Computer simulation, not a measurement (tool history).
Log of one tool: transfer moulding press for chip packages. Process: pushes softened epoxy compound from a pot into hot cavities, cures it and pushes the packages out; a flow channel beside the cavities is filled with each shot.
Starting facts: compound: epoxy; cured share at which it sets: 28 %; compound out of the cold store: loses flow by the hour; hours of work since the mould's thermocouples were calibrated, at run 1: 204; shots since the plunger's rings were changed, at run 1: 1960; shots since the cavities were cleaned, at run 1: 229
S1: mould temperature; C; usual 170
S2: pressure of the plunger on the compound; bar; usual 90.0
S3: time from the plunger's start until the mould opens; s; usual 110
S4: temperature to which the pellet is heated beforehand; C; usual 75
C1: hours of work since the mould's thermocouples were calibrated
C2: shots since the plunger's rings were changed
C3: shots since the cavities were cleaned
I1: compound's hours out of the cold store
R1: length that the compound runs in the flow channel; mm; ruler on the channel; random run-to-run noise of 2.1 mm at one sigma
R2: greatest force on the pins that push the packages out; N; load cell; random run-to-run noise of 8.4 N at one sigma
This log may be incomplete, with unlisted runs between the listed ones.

run   hour   S1     S2   S3  S4   C1    C2   C3    I1   R1   R2
  1    0.0  170   90.0  110  75  204  1960  229  45.2  479  368
  2   12.6  170   90.0  150  75  214  2112  381  12.4  560  284
  3   21.1  170   90.0  150  75  220  2214  483  21.4  535  281
  4   30.5  170   90.0  150  75  227  2328  597  27.4  520  307
  5   38.9  170   90.0  150  75  233  2430  699  46.2  474  291
  6   52.3  170   90.0  150  75  243  2592  861  47.9  476  287
  7   62.1  170   90.0  150  75  250  2710  979  31.1  509  289
      66.5  -- cavities cleaned with cleaning compound and waxed
  8   69.6  170   90.0  150  75  254  2783   38  37.5  495  306
  9   76.9  170   90.0  110  75  260  2871  126  14.7  554  389
 10   85.6  170   90.0  110  75  266  2976  231  35.2  504  366
 11   97.1  175   90.0  110  75  274  3115  370  40.2  476  301
 12  104.4  170  108.2  110  75  280  3203  458  15.6  603  379
 13  111.7  170   91.7  110  75  285  3291  546  15.1  556  379
 14  125.7  170   91.7  110  75  295  3460  715  24.2  527  385
 15  136.5  170   91.7  110  75  303  3590  845  36.7  502  374
 16  148.2  177   91.7  110  73  312  3732  987  36.6  488  295
     151.7  -- cavities cleaned with cleaning compound and waxed
     162.4  -- plunger's sealing rings changed
 17  164.5  170   74.6  110  81  321    25  124  23.7  483  365
 18  170.6  170   74.6  110  81  325    99  198  15.1  503  362
 19  179.3  170   81.2  110  75  331   204  303  37.2  470  367

What does the tool deliver on the next run?
 20  192.9  168  100.3  131  77  341  368  467  40.1   ?   ?

{"run 20": {"R1": 522, "R2": 334}}
Minus the tool's unlogged condition, the same run would have read R1 522 mm, R2 332 N.
